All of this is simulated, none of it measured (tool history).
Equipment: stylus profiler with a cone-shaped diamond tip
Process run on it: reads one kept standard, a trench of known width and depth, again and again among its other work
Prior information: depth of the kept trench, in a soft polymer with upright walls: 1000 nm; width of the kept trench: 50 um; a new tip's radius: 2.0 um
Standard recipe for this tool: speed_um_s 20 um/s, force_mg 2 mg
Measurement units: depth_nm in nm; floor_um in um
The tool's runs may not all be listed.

run 1 hour=0 | speed_um_s=20 force_mg=2 | depth_nm=1012.69 floor_um=46.08
run 2 hour=82.6 | speed_um_s=20 force_mg=2 | depth_nm=1012.67 floor_um=45.98
run 3 hour=185.1 | speed_um_s=20 force_mg=1.14 | depth_nm=1008.24 floor_um=45.92
run 4 hour=255.7 | speed_um_s=20 force_mg=1.14 | depth_nm=1007.95 floor_um=45.94
run 5 hour=311.5 | speed_um_s=20 force_mg=1.14 | depth_nm=1008.08 floor_um=45.9
run 6 hour=399 | speed_um_s=20 force_mg=1.14 | depth_nm=1008.12 floor_um=45.77
run 7 hour=491.3 | speed_um_s=20 force_mg=1.14 | depth_nm=1007.96 floor_um=45.81
run 8 hour=585.5 | speed_um_s=20 force_mg=1.11 | depth_nm=1007.7 floor_um=45.73
run 9 hour=674.1 | speed_um_s=20 force_mg=1.11 | depth_nm=1006.99 floor_um=45.68
run 10 hour=768.7 | speed_um_s=12 force_mg=2.29 | depth_nm=1013.34 floor_um=45.71
run 11 hour=829.9 | speed_um_s=11 force_mg=0.9 | depth_nm=1005.68 floor_um=45.61
run 12 hour=922.1 | speed_um_s=14 force_mg=0.9 | depth_nm=1006.28 floor_um=45.69
run 13 hour=1000.4 | speed_um_s=7 force_mg=1.78 | depth_nm=1010.53 floor_um=45.62

Here are 3 independent what-if runs from the current tool condition. What would each one return?
-- hour=1053.7 height scale calibrated on a step standard
run A hour=1073 | speed_um_s=7 force_mg=1.75 | depth_nm=? floor_um=?
-- hour=1053.7 height scale calibrated on a step standard
run B hour=1073 | speed_um_s=35 force_mg=1.78 | depth_nm=? floor_um=?
-- hour=1053.7 height scale calibrated on a step standard
run C hour=1073 | speed_um_s=48 force_mg=5.79 | depth_nm=? floor_um=?

run=A depth_nm=1011.97 floor_um=45.63
run=B depth_nm=1011.87 floor_um=45.46
run=C depth_nm=1026.75 floor_um=45.47
The same runs, with their run-to-run variation unchanged, on a tool lacking any hidden condition would have given:
run=A depth_nm=1012.48 floor_um=46.48
run=B depth_nm=1012.38 floor_um=46.31
run=C depth_nm=1027.26 floor_um=46.32

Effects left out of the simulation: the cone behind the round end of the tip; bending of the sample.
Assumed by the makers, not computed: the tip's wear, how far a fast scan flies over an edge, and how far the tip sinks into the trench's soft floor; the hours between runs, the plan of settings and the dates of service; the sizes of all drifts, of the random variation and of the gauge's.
